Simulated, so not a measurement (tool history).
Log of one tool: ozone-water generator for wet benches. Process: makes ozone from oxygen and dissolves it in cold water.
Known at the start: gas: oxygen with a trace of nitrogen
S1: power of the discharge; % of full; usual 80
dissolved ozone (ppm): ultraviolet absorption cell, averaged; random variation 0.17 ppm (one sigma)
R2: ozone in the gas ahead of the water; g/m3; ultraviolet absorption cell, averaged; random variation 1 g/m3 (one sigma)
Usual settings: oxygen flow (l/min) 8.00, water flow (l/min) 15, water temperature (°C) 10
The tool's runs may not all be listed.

{"run": 1, "hour": 0.0, "S1": 80, "oxygen flow (l/min)": 8.0, "water flow (l/min)": 15, "water temperature (°C)": 10, "dissolved ozone (ppm)": 20.4, "R2": 162.3}
{"run": 2, "hour": 40.7, "S1": 80, "oxygen flow (l/min)": 8.0, "water flow (l/min)": 15, "water temperature (°C)": 10, "dissolved ozone (ppm)": 20.5, "R2": 162.2}
{"run": 3, "hour": 97.0, "S1": 80, "oxygen flow (l/min)": 8.0, "water flow (l/min)": 15, "water temperature (°C)": 10, "dissolved ozone (ppm)": 20.4, "R2": 162.5}
{"run": 4, "hour": 154.0, "S1": 80, "oxygen flow (l/min)": 8.0, "water flow (l/min)": 10, "water temperature (°C)": 10, "dissolved ozone (ppm)": 25.7, "R2": 164.2}
{"run": 5, "hour": 184.8, "S1": 80, "oxygen flow (l/min)": 8.0, "water flow (l/min)": 10, "water temperature (°C)": 10, "dissolved ozone (ppm)": 25.9, "R2": 164.0}
{"run": 6, "hour": 222.7, "S1": 80, "oxygen flow (l/min)": 8.0, "water flow (l/min)": 15, "water temperature (°C)": 10, "dissolved ozone (ppm)": 20.1, "R2": 161.0}
{"run": 7, "hour": 260.4, "S1": 80, "oxygen flow (l/min)": 8.0, "water flow (l/min)": 15, "water temperature (°C)": 10, "dissolved ozone (ppm)": 19.9, "R2": 158.4}
{"run": 8, "hour": 290.2, "S1": 80, "oxygen flow (l/min)": 4.52, "water flow (l/min)": 15, "water temperature (°C)": 10, "dissolved ozone (ppm)": 20.2, "R2": 216.7}
{"run": 9, "hour": 318.9, "S1": 80, "oxygen flow (l/min)": 4.52, "water flow (l/min)": 15, "water temperature (°C)": 10, "dissolved ozone (ppm)": 20.1, "R2": 213.9}
{"run": 10, "hour": 375.7, "S1": 80, "oxygen flow (l/min)": 8.0, "water flow (l/min)": 15, "water temperature (°C)": 10, "dissolved ozone (ppm)": 19.8, "R2": 160.5}
{"run": 11, "hour": 423.9, "S1": 80, "oxygen flow (l/min)": 8.0, "water flow (l/min)": 15, "water temperature (°C)": 10, "dissolved ozone (ppm)": 19.5, "R2": 157.2}
{"run": 12, "hour": 472.3, "S1": 80, "oxygen flow (l/min)": 8.0, "water flow (l/min)": 15, "water temperature (°C)": 10, "dissolved ozone (ppm)": 19.4, "R2": 158.1}
{"run": 13, "hour": 513.6, "S1": 80, "oxygen flow (l/min)": 8.0, "water flow (l/min)": 15, "water temperature (°C)": 10, "dissolved ozone (ppm)": 19.4, "R2": 158.3}
{"run": 14, "hour": 549.2, "S1": 80, "oxygen flow (l/min)": 8.0, "water flow (l/min)": 10, "water temperature (°C)": 10, "dissolved ozone (ppm)": 25.2, "R2": 157.3}
{"run": 15, "hour": 579.9, "S1": 80, "oxygen flow (l/min)": 8.0, "water flow (l/min)": 15, "water temperature (°C)": 10, "dissolved ozone (ppm)": 19.6, "R2": 156.4}
{"run": 16, "hour": 615.0, "S1": 80, "oxygen flow (l/min)": 8.0, "water flow (l/min)": 15, "water temperature (°C)": 10, "dissolved ozone (ppm)": 19.7, "R2": 158.4}
{"run": 17, "hour": 664.6, "S1": 80, "oxygen flow (l/min)": 8.0, "water flow (l/min)": 15, "water temperature (°C)": 10, "dissolved ozone (ppm)": 19.2, "R2": 154.2}
{"run": 18, "hour": 689.2, "S1": 80, "oxygen flow (l/min)": 8.0, "water flow (l/min)": 15, "water temperature (°C)": 12, "dissolved ozone (ppm)": 18.5, "R2": 155.7}
{"run": 19, "hour": 717.9, "S1": 80, "oxygen flow (l/min)": 8.0, "water flow (l/min)": 13, "water temperature (°C)": 12, "dissolved ozone (ppm)": 20.1, "R2": 155.3}
{"run": 20, "hour": 768.3, "S1": 80, "oxygen flow (l/min)": 8.0, "water flow (l/min)": 13, "water temperature (°C)": 9, "dissolved ozone (ppm)": 21.4, "R2": 154.2}
{"run": 21, "hour": 801.8, "S1": 80, "oxygen flow (l/min)": 8.0, "water flow (l/min)": 13, "water temperature (°C)": 9, "dissolved ozone (ppm)": 21.1, "R2": 154.5}
{"run": 22, "hour": 834.4, "S1": 80, "oxygen flow (l/min)": 4.97, "water flow (l/min)": 15, "water temperature (°C)": 6, "dissolved ozone (ppm)": 20.5, "R2": 199.5}
{"run": 23, "hour": 858.5, "S1": 80, "oxygen flow (l/min)": 4.97, "water flow (l/min)": 15, "water temperature (°C)": 6, "dissolved ozone (ppm)": 20.5, "R2": 199.1}
{"run": 24, "hour": 909.9, "S1": 80, "oxygen flow (l/min)": 4.97, "water flow (l/min)": 15, "water temperature (°C)": 6, "dissolved ozone (ppm)": 20.4, "R2": 198.1}
{"run": 25, "hour": 957.8, "S1": 80, "oxygen flow (l/min)": 7.61, "water flow (l/min)": 15, "water temperature (°C)": 11, "dissolved ozone (ppm)": 18.5, "R2": 157.2}
{"run": 26, "hour": 986.9, "S1": 80, "oxygen flow (l/min)": 7.61, "water flow (l/min)": 15, "water temperature (°C)": 11, "dissolved ozone (ppm)": 18.5, "R2": 158.4}
{"run": 27, "hour": 1042.9, "S1": 80, "oxygen flow (l/min)": 6.93, "water flow (l/min)": 10, "water temperature (°C)": 10, "dissolved ozone (ppm)": 24.7, "R2": 166.1}
{"run": 28, "hour": 1087.7, "S1": 59, "oxygen flow (l/min)": 6.07, "water flow (l/min)": 12, "water temperature (°C)": 5, "dissolved ozone (ppm)": 20.6, "R2": 151.3}
{"run": 29, "hour": 1141.3, "S1": 51, "oxygen flow (l/min)": 6.07, "water flow (l/min)": 10, "water temperature (°C)": 5, "dissolved ozone (ppm)": 21.5, "R2": 139.8}
{"run": 30, "hour": 1194.2, "S1": 51, "oxygen flow (l/min)": 6.07, "water flow (l/min)": 10, "water temperature (°C)": 5, "dissolved ozone (ppm)": 21.7, "R2": 138.1}
{"run": 31, "hour": 1238.0, "S1": 80, "oxygen flow (l/min)": 8.0, "water flow (l/min)": 15, "water temperature (°C)": 7, "dissolved ozone (ppm)": 19.6, "R2": 151.9}
{"run": 32, "hour": 1271.5, "S1": 80, "oxygen flow (l/min)": 8.0, "water flow (l/min)": 15, "water temperature (°C)": 7, "dissolved ozone (ppm)": 19.4, "R2": 150.7}
{"run": 33, "hour": 1316.4, "S1": 80, "oxygen flow (l/min)": 8.8, "water flow (l/min)": 15, "water temperature (°C)": 14, "dissolved ozone (ppm)": 16.7, "R2": 144.5}
{"run": 34, "hour": 1368.8, "S1": 72, "oxygen flow (l/min)": 8.0, "water flow (l/min)": 19, "water temperature (°C)": 6, "dissolved ozone (ppm)": 15.5, "R2": 141.3}

Some steps in dissolved ozone (ppm) between neighbouring runs. How much of each would the tool show without its hidden state too (settings, what came in, random variation), and how much is left for the hidden state, with any gauge scatter that isn't in both results?
The hidden state here: yield of the discharge, % of new electrodes'; contactor's efficiency, % of a clean one's; true water temperature over the reading, C; drift of the gauge itself on ozone_ppm, %; drift of the gauge itself on gas_g_m3, %.
Run 5 -> 6: water flow (l/min) 10 -> 15. dissolved ozone (ppm) -5.8: hidden state +0.9, all else -6.7.
Run 13 -> 14: water flow (l/min) 15 -> 10. dissolved ozone (ppm) +5.8: hidden state -1.2, all else +7.0.
Run 26 -> 27: oxygen flow (l/min) 7.61 -> 6.93, water flow (l/min) 15 -> 10, water temperature (°C) 11 -> 10. dissolved ozone (ppm) +6.2: hidden state -1.5, all else +7.7.
Run 27 -> 28: S1 80 -> 59, oxygen flow (l/min) 6.93 -> 6.07, water flow (l/min) 10 -> 12, water temperature (°C) 10 -> 5. dissolved ozone (ppm) -4.1: hidden state +1.7, all else -5.8.
